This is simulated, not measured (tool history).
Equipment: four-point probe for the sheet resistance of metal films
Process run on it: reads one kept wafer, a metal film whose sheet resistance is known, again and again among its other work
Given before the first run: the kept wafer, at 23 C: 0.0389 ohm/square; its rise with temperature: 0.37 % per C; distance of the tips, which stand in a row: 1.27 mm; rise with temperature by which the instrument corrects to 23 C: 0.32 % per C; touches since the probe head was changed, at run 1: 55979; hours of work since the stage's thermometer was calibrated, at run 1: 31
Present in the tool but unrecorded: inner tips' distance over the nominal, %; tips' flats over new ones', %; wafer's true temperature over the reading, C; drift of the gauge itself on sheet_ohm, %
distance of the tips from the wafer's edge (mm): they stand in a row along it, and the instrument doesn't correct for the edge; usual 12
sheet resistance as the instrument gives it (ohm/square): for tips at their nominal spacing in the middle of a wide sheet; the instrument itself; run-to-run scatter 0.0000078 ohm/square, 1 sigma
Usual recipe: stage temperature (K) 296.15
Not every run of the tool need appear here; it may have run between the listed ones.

run	day	stage temperature (K)	distance of the tips from the wafer's edge (mm)	touches since the probe head was changed	hours of work since the stage's thermometer was calibrated	sheet resistance as the instrument gives it (ohm/square)
1	0	296.15	12	55979	31	0.039269
2	1.496	296.15	5	57711	54	0.040345
3	3.183	296.15	5	59662	79	0.040356
4	4.529	296.15	5	61219	99	0.040351
5	5.742	296.15	5	62619	118	0.040352
6	6.692	292.15	5	63719	132	0.040285
7	8.029	292.15	5	65266	152	0.040289
8	9.671	292.15	5	67166	177	0.040289
9	10.625	296.15	4	68273	191	0.041068
10	11.892	296.15	4	69737	210	0.041074
11	13.462	296.15	4	71555	233	0.041095
12	14.262	296.15	28	72479	245	0.039128
13	15.029	293.15	14	73366	257	0.039184
14	16.325	293.15	14	74864	276	0.039192
15	17.433	300.15	14	76147	293	0.039341
16	18.392	299.15	16	77258	307	0.039288
17	19.254	301.15	3	78253	320	0.042619
18	20.525	301.15	3	79726	339	0.042616
19	22.246	299.15	11	81716	365	0.039438
20	23	299.15	11	82589	377	0.039458
21	24.242	306.15	15	84023	395	0.039454

Predict each of these 3 candidate next runs independently; none follows another, all start after run 21:
A	25.188	291.15	47	85120	409	?
B	25.188	292.15	5	85120	409	?
C	25.188	294.15	28	85120	409	?

run	sheet resistance as the instrument gives it (ohm/square)
A	0.039034
B	0.040341
C	0.039115
Had the tool no hidden state, the same runs would have come out as:
run	sheet resistance as the instrument gives it (ohm/square)
A	0.038818
B	0.040117
C	0.038897

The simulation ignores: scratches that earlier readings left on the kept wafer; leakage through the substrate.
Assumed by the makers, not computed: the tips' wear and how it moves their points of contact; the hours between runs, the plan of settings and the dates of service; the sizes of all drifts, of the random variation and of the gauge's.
